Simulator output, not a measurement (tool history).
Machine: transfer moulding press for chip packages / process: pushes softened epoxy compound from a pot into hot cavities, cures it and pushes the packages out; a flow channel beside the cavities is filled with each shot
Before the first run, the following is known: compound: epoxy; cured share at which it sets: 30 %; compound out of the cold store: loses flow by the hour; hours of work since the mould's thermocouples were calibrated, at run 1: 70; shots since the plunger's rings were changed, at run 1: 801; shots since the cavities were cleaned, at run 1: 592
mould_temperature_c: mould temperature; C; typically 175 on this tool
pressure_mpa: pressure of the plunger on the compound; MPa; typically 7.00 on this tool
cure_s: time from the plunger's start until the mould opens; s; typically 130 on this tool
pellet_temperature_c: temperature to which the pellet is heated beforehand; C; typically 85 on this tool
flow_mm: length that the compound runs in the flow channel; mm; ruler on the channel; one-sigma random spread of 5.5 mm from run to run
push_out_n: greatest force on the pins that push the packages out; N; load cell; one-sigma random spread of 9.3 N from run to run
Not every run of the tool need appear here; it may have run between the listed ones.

| run | day | mould_temperature_c | pressure_mpa | cure_s | pellet_temperature_c | hours of work since the mould's thermocouples were calibrated | shots since the plunger's rings were changed | shots since the cavities were cleaned | incoming compound's hours out of the cold store | flow_mm | push_out_n |
|---|---|---|---|---|---|---|---|---|---|---|---|
| 1 | 0.000 | 175 | 7.00 | 130 | 85 | 70 | 801 | 592 | 33.2 | 956 | 407 |
|  | 1.129 | cavities cleaned with cleaning compound and waxed |
| 2 | 3.304 | 175 | 7.00 | 130 | 85 | 124 | 1580 | 523 | 10.9 | 1016 | 422 |
|  | 4.812 | cavities cleaned with cleaning compound and waxed |
| 3 | 5.796 | 175 | 7.00 | 130 | 85 | 164 | 2165 | 237 | 24.0 | 986 | 414 |
|  | 8.475 | cavities cleaned with cleaning compound and waxed |
| 4 | 9.200 | 175 | 7.00 | 130 | 85 | 220 | 2968 | 174 | 40.3 | 946 | 418 |
| 5 | 11.654 | 175 | 7.00 | 130 | 85 | 261 | 3559 | 765 | 15.9 | 1003 | 443 |
|  | 12.008 | cavities cleaned with cleaning compound and waxed |
| 6 | 14.621 | 175 | 5.75 | 130 | 85 | 309 | 4258 | 628 | 39.9 | 855 | 418 |
|  | 15.646 | cavities cleaned with cleaning compound and waxed |
| 7 | 16.562 | 175 | 7.00 | 130 | 85 | 340 | 4709 | 220 | 44.2 | 924 | 400 |
|  | 17.171 | plunger's sealing rings changed |
|  | 19.300 | cavities cleaned with cleaning compound and waxed |
| 8 | 19.354 | 175 | 7.00 | 130 | 85 | 384 | 509 | 13 | 47.2 | 928 | 390 |
| 9 | 21.358 | 175 | 7.00 | 130 | 85 | 417 | 992 | 496 | 29.1 | 966 | 414 |
|  | 23.000 | cavities cleaned with cleaning compound and waxed |
| 10 | 24.121 | 175 | 7.00 | 130 | 85 | 462 | 1641 | 269 | 40.9 | 923 | 380 |
|  | 26.625 | cavities cleaned with cleaning compound and waxed |
| 11 | 27.254 | 175 | 7.00 | 130 | 85 | 513 | 2380 | 151 | 8.6 | 1044 | 403 |
| 12 | 29.079 | 175 | 7.00 | 130 | 85 | 544 | 2818 | 589 | 36.8 | 947 | 414 |
|  | 30.438 | cavities cleaned with cleaning compound and waxed |
| 13 | 30.608 | 175 | 7.00 | 130 | 85 | 568 | 3172 | 42 | 11.5 | 1024 | 433 |
| 14 | 33.229 | 175 | 7.49 | 130 | 85 | 612 | 3802 | 672 | 32.7 | 983 | 391 |
|  | 34.054 | cavities cleaned with cleaning compound and waxed |
| 15 | 36.596 | 175 | 7.49 | 130 | 85 | 667 | 4597 | 612 | 45.8 | 950 | 398 |
|  | 37.679 | plunger's sealing rings changed |
|  | 37.742 | cavities cleaned with cleaning compound and waxed |
| 16 | 38.875 | 175 | 7.49 | 130 | 90 | 702 | 273 | 273 | 43.9 | 956 | 386 |
| 17 | 40.367 | 175 | 8.60 | 130 | 85 | 727 | 631 | 631 | 28.1 | 1083 | 419 |
|  | 41.354 | cavities cleaned with cleaning compound and waxed |
| 18 | 42.079 | 175 | 8.60 | 130 | 85 | 754 | 1029 | 175 | 42.0 | 1038 | 389 |
|  | 44.712 | mould's thermocouples calibrated |
|  | 45.158 | cavities cleaned with cleaning compound and waxed |
| 19 | 45.158 | 175 | 8.60 | 121 | 89 | 6 | 1734 | 0 | 36.3 | 1058 | 466 |
| 20 | 47.700 | 175 | 7.00 | 154 | 85 | 49 | 2346 | 612 | 27.4 | 979 | 333 |
|  | 48.854 | cavities cleaned with cleaning compound and waxed |
| 21 | 49.596 | 173 | 7.00 | 135 | 85 | 79 | 2787 | 178 | 36.2 | 961 | 422 |
| 22 | 51.875 | 173 | 7.00 | 135 | 85 | 117 | 3335 | 726 | 17.9 | 1023 | 449 |
|  | 52.454 | cavities cleaned with cleaning compound and waxed |
| 23 | 53.921 | 173 | 7.00 | 135 | 85 | 150 | 3812 | 352 | 26.4 | 990 | 432 |
|  | 56.188 | cavities cleaned with cleaning compound and waxed |
| 24 | 56.325 | 175 | 6.07 | 130 | 85 | 189 | 4375 | 33 | 12.5 | 962 | 416 |
|  | 58.542 | plunger's sealing rings changed |
| 25 | 59.600 | 175 | 6.55 | 130 | 85 | 242 | 254 | 796 | 38.7 | 911 | 395 |
|  | 59.883 | cavities cleaned with cleaning compound and waxed |
| 26 | 62.188 | 175 | 6.55 | 130 | 85 | 284 | 861 | 554 | 8.0 | 1006 | 409 |

Hidden condition of the tool, last listed run before each entry between runs versus first listed run after:
Between runs 1 and 2: cavities cleaned with cleaning compound and waxed (day 1.129)
  pressure that reaches the compound, % of what is set: 99.96 -> 99.93; grip of the stained cavities, % over clean ones': 0.7 -> 0.6
Between runs 2 and 3: cavities cleaned with cleaning compound and waxed (day 4.812)
  pressure that reaches the compound, % of what is set: 99.93 -> 99.9; grip of the stained cavities, % over clean ones': 0.6 -> 0.4
Between runs 3 and 4: cavities cleaned with cleaning compound and waxed (day 8.475)
  pressure that reaches the compound, % of what is set: 99.9 -> 99.87; grip of the stained cavities, % over clean ones': 0.4 -> 0.3
Between runs 5 and 6: cavities cleaned with cleaning compound and waxed (day 12.008)
  pressure that reaches the compound, % of what is set: 99.84 -> 99.81; grip of the stained cavities, % over clean ones': 0.7 -> 0.6
Between runs 6 and 7: cavities cleaned with cleaning compound and waxed (day 15.646)
  true mould temperature over the reading, C: 0 -> 0.01; pressure that reaches the compound, % of what is set: 99.81 -> 99.79; grip of the stained cavities, % over clean ones': 0.6 -> 0.4
Between runs 7 and 8: plunger's sealing rings changed (day 17.171); cavities cleaned with cleaning compound and waxed (day 19.300)
  pressure that reaches the compound, % of what is set: 99.79 -> 99.97; grip of the stained cavities, % over clean ones': 0.4 -> 0
Between runs 9 and 10: cavities cleaned with cleaning compound and waxed (day 23.000)
  pressure that reaches the compound, % of what is set: 99.95 -> 99.92; grip of the stained cavities, % over clean ones': 0.6 -> 0.4
Between runs 10 and 11: cavities cleaned with cleaning compound and waxed (day 26.625)
  pressure that reaches the compound, % of what is set: 99.92 -> 99.89; grip of the stained cavities, % over clean ones': 0.4 -> 0.3
Between runs 12 and 13: cavities cleaned with cleaning compound and waxed (day 30.438)
  pressure that reaches the compound, % of what is set: 99.87 -> 99.85; grip of the stained cavities, % over clean ones': 0.7 -> 0.1
Between runs 14 and 15: cavities cleaned with cleaning compound and waxed (day 34.054)
  pressure that reaches the compound, % of what is set: 99.82 -> 99.79; grip of the stained cavities, % over clean ones': 0.7 -> 0.6
Between runs 15 and 16: plunger's sealing rings changed (day 37.679); cavities cleaned with cleaning compound and waxed (day 37.742)
  pressure that reaches the compound, % of what is set: 99.79 -> 99.98; grip of the stained cavities, % over clean ones': 0.6 -> 0.4
Between runs 17 and 18: cavities cleaned with cleaning compound and waxed (day 41.354)
  pressure that reaches the compound, % of what is set: 99.96 -> 99.94; grip of the stained cavities, % over clean ones': 0.6 -> 0.3
Between runs 18 and 19: mould's thermocouples calibrated (day 44.712); cavities cleaned with cleaning compound and waxed (day 45.158)
  true mould temperature over the reading, C: 0.02 -> 0; pressure that reaches the compound, % of what is set: 99.94 -> 99.91; grip of the stained cavities, % over clean ones': 0.3 -> 0
Between runs 20 and 21: cavities cleaned with cleaning compound and waxed (day 48.854)
  pressure that reaches the compound, % of what is set: 99.88 -> 99.86; grip of the stained cavities, % over clean ones': 0.7 -> 0.3
Between runs 22 and 23: cavities cleaned with cleaning compound and waxed (day 52.454)
  pressure that reaches the compound, % of what is set: 99.84 -> 99.82; grip of the stained cavities, % over clean ones': 0.7 -> 0.5
Between runs 23 and 24: cavities cleaned with cleaning compound and waxed (day 56.188)
  pressure that reaches the compound, % of what is set: 99.82 -> 99.79; grip of the stained cavities, % over clean ones': 0.5 -> 0.1
Between runs 24 and 25: plunger's sealing rings changed (day 58.542)
  pressure that reaches the compound, % of what is set: 99.79 -> 99.99; grip of the stained cavities, % over clean ones': 0.1 -> 0.7
Between runs 25 and 26: cavities cleaned with cleaning compound and waxed (day 59.883)
  pressure that reaches the compound, % of what is set: 99.99 -> 99.96; grip of the stained cavities, % over clean ones': 0.7 -> 0.6

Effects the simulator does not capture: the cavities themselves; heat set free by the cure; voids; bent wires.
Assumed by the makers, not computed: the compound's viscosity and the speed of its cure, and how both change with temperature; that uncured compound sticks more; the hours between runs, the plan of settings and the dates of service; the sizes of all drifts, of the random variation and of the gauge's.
